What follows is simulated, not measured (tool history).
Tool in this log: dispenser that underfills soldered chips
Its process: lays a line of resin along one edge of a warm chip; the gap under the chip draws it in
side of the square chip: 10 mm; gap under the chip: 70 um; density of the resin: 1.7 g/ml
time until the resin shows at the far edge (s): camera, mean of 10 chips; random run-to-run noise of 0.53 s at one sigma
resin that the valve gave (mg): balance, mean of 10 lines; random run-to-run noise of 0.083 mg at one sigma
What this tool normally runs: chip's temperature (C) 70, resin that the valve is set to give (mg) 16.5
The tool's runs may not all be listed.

| run | hour | chip's temperature (C) | resin that the valve is set to give (mg) | time until the resin shows at the far edge (s) | resin that the valve gave (mg) |
|---|---|---|---|---|---|
| 1 | 0.0 | 70 | 16.5 | 46.5 | 16.44 |
| 2 | 4.0 | 70 | 16.5 | 53.5 | 16.30 |
| 3 | 11.2 | 70 | 16.5 | 46.9 | 16.21 |
| 4 | 17.2 | 70 | 16.5 | 55.9 | 16.26 |
| 5 | 24.9 | 70 | 16.5 | 49.3 | 16.19 |
| 6 | 29.8 | 70 | 16.5 | 57.8 | 15.98 |
| 7 | 34.7 | 70 | 16.5 | 46.3 | 15.95 |
| 8 | 42.4 | 70 | 16.5 | 57.9 | 15.90 |
| 9 | 50.4 | 70 | 16.5 | 52.9 | 15.73 |
| 10 | 54.1 | 70 | 16.5 | 59.0 | 15.75 |
| 11 | 62.2 | 70 | 16.5 | 53.6 | 15.64 |
| 12 | 70.7 | 70 | 16.5 | 47.8 | 15.55 |
| 13 | 77.3 | 70 | 16.5 | 59.1 | 15.53 |
| 14 | 80.9 | 70 | 16.5 | 46.3 | 15.41 |
| 15 | 88.6 | 70 | 16.5 | 58.0 | 15.24 |
| 16 | 93.4 | 70 | 14.4 | 48.3 | 13.45 |
| 17 | 96.9 | 70 | 16.5 | 51.3 | 15.19 |
| 18 | 101.1 | 83 | 16.5 | 31.1 | 15.20 |
| 19 | 107.4 | 83 | 16.5 | 25.9 | 15.32 |
| 20 | 113.2 | 80 | 16.4 | 36.3 | 15.00 |
| 21 | 120.5 | 80 | 16.4 | 31.8 | 14.90 |
| 22 | 126.1 | 72 | 20.9 | 36.2 | 18.84 |
| 23 | 129.7 | 70 | 20.1 | 45.3 | 18.07 |
| 24 | 135.1 | 70 | 20.8 | 53.0 | 18.75 |
| 25 | 142.1 | 58 | 19.3 | 89.3 | 17.27 |
| 26 | 147.2 | 77 | 17.1 | 39.5 | 15.32 |
| 27 | 155.3 | 56 | 16.5 | 108.8 | 14.58 |
| 28 | 162.7 | 64 | 16.4 | 61.2 | 14.55 |
| 29 | 167.4 | 67 | 14.7 | 64.6 | 12.87 |
| 30 | 175.1 | 77 | 15.8 | 33.6 | 13.88 |
| 31 | 179.0 | 77 | 15.8 | 38.1 | 13.79 |
| 32 | 185.7 | 77 | 15.8 | 29.6 | 15.85 |
| 33 | 191.7 | 79 | 17.0 | 30.7 | 16.96 |
| 34 | 198.2 | 79 | 17.0 | 27.4 | 16.96 |
| 35 | 201.8 | 79 | 17.0 | 30.2 | 16.89 |

Removed from this log: 18 entries logged between the listed runs. Between which two listed runs does each belong, and how does the tool's hidden state at the listed run before it compare with that at the listed run after it?
From run 2 to run 3: new syringe of resin (hour 8.6)
  resin's viscosity, % of fresh resin's: 124.5 -> 109.7; dose that the valve gives, % of what is set: 98.8 -> 98.31; true chip temperature over the reading, C: 0.4 -> 0.44
  measured less the result without the state, time until the resin shows at the far edge (s): +9.7 -> +3.3; resin that the valve gave (mg): -0.20 -> -0.28
From run 4 to run 5: new syringe of resin (hour 20.4)
  resin's viscosity, % of fresh resin's: 132.4 -> 117.5; dose that the valve gives, % of what is set: 97.86 -> 97.38; true chip temperature over the reading, C: 0.47 -> 0.5
  measured less the result without the state, time until the resin shows at the far edge (s): +13.0 -> +6.5; resin that the valve gave (mg): -0.36 -> -0.44
From run 6 to run 7: new syringe of resin (hour 32.2)
  resin's viscosity, % of fresh resin's: 137.1 -> 107.7; dose that the valve gives, % of what is set: 96.99 -> 96.68; true chip temperature over the reading, C: 0.53 -> 0.56
  measured less the result without the state, time until the resin shows at the far edge (s): +14.8 -> +2.4; resin that the valve gave (mg): -0.49 -> -0.55
From run 8 to run 9: new syringe of resin (hour 43.8)
  resin's viscosity, % of fresh resin's: 137.3 -> 123.8; dose that the valve gives, % of what is set: 96.14 -> 95.59; true chip temperature over the reading, C: 0.6 -> 0.64
  measured less the result without the state, time until the resin shows at the far edge (s): +14.9 -> +9.2; resin that the valve gave (mg): -0.64 -> -0.72
From run 10 to run 11: new syringe of resin (hour 55.4)
  resin's viscosity, % of fresh resin's: 139.2 -> 126.2; dose that the valve gives, % of what is set: 95.33 -> 94.81; true chip temperature over the reading, C: 0.66 -> 0.7
  measured less the result without the state, time until the resin shows at the far edge (s): +15.8 -> +10.2; resin that the valve gave (mg): -0.77 -> -0.86
From run 11 to run 12: new syringe of resin (hour 67.0)
  resin's viscosity, % of fresh resin's: 126.2 -> 113.4; dose that the valve gives, % of what is set: 94.81 -> 94.26; true chip temperature over the reading, C: 0.7 -> 0.75
  measured less the result without the state, time until the resin shows at the far edge (s): +10.2 -> +4.8; resin that the valve gave (mg): -0.86 -> -0.95
From run 13 to run 14: new syringe of resin (hour 78.8)
  resin's viscosity, % of fresh resin's: 140 -> 107.2; dose that the valve gives, % of what is set: 93.82 -> 93.59; true chip temperature over the reading, C: 0.78 -> 0.8
  measured less the result without the state, time until the resin shows at the far edge (s): +15.9 -> +2.1; resin that the valve gave (mg): -1.02 -> -1.06
From run 15 to run 16: new syringe of resin (hour 90.5)
  resin's viscosity, % of fresh resin's: 136.9 -> 109.9; dose that the valve gives, % of what is set: 93.08 -> 92.77; true chip temperature over the reading, C: 0.84 -> 0.87
  measured less the result without the state, time until the resin shows at the far edge (s): +14.6 -> +3.9; resin that the valve gave (mg): -1.14 -> -1.04
From run 18 to run 19: new syringe of resin (hour 102.1)
  resin's viscosity, % of fresh resin's: 139.9 -> 117.6; dose that the valve gives, % of what is set: 92.22 -> 91.82; true chip temperature over the reading, C: 0.91 -> 0.94
  measured less the result without the state, time until the resin shows at the far edge (s): +8.4 -> +3.4; resin that the valve gave (mg): -1.28 -> -1.36
From run 20 to run 21: new syringe of resin (hour 114.2)
  resin's viscosity, % of fresh resin's: 141.3 -> 121.5; dose that the valve gives, % of what is set: 91.43 -> 90.96; true chip temperature over the reading, C: 0.97 -> 1.01
  measured less the result without the state, time until the resin shows at the far edge (s): +10.0 -> +5.1; resin that the valve gave (mg): -1.40 -> -1.49
From run 21 to run 22: new syringe of resin (hour 125.8)
  resin's viscosity, % of fresh resin's: 121.5 -> 101.2; dose that the valve gives, % of what is set: 90.96 -> 90.59; true chip temperature over the reading, C: 1.01 -> 1.03
  measured less the result without the state, time until the resin shows at the far edge (s): +5.1 -> -1.1; resin that the valve gave (mg): -1.49 -> -1.96
From run 24 to run 25: new syringe of resin (hour 137.4)
  resin's viscosity, % of fresh resin's: 134.3 -> 117.4; dose that the valve gives, % of what is set: 90 -> 89.55; true chip temperature over the reading, C: 1.08 -> 1.12
  measured less the result without the state, time until the resin shows at the far edge (s): +11.8 -> +9.7; resin that the valve gave (mg): -2.08 -> -2.01
From run 26 to run 27: new syringe of resin (hour 149.1)
  resin's viscosity, % of fresh resin's: 138 -> 121.6; dose that the valve gives, % of what is set: 89.19 -> 88.63; true chip temperature over the reading, C: 1.14 -> 1.19
  measured less the result without the state, time until the resin shows at the far edge (s): +10.2 -> +16.5; resin that the valve gave (mg): -1.87 -> -1.88
From run 27 to run 28: new syringe of resin (hour 160.7)
  resin's viscosity, % of fresh resin's: 121.6 -> 106.6; dose that the valve gives, % of what is set: 88.63 -> 88.15; true chip temperature over the reading, C: 1.19 -> 1.22
  measured less the result without the state, time until the resin shows at the far edge (s): +16.5 -> +2.2; resin that the valve gave (mg): -1.88 -> -1.95
From run 29 to run 30: new syringe of resin (hour 172.7)
  resin's viscosity, % of fresh resin's: 123.6 -> 109.8; dose that the valve gives, % of what is set: 87.82 -> 87.32; true chip temperature over the reading, C: 1.24 -> 1.28
  measured less the result without the state, time until the resin shows at the far edge (s): +12.0 -> +2.5; resin that the valve gave (mg): -1.78 -> -2.02
From run 31 to run 32: dispensing valve cleaned and set on the balance (hour 184.6); new syringe of resin (hour 185.5)
  resin's viscosity, % of fresh resin's: 124.4 -> 102; dose that the valve gives, % of what is set: 87.05 -> 100.08; true chip temperature over the reading, C: 1.3 -> 1.33
  measured less the result without the state, time until the resin shows at the far edge (s): +7.0 -> -1.4; resin that the valve gave (mg): -2.05 -> +0.01
From run 33 to run 34: new syringe of resin (hour 197.2)
  resin's viscosity, % of fresh resin's: 123.3 -> 104.1; dose that the valve gives, % of what is set: 99.66 -> 99.27; true chip temperature over the reading, C: 1.36 -> 1.4
  measured less the result without the state, time until the resin shows at the far edge (s): +4.1 -> -0.7; resin that the valve gave (mg): -0.06 -> -0.12

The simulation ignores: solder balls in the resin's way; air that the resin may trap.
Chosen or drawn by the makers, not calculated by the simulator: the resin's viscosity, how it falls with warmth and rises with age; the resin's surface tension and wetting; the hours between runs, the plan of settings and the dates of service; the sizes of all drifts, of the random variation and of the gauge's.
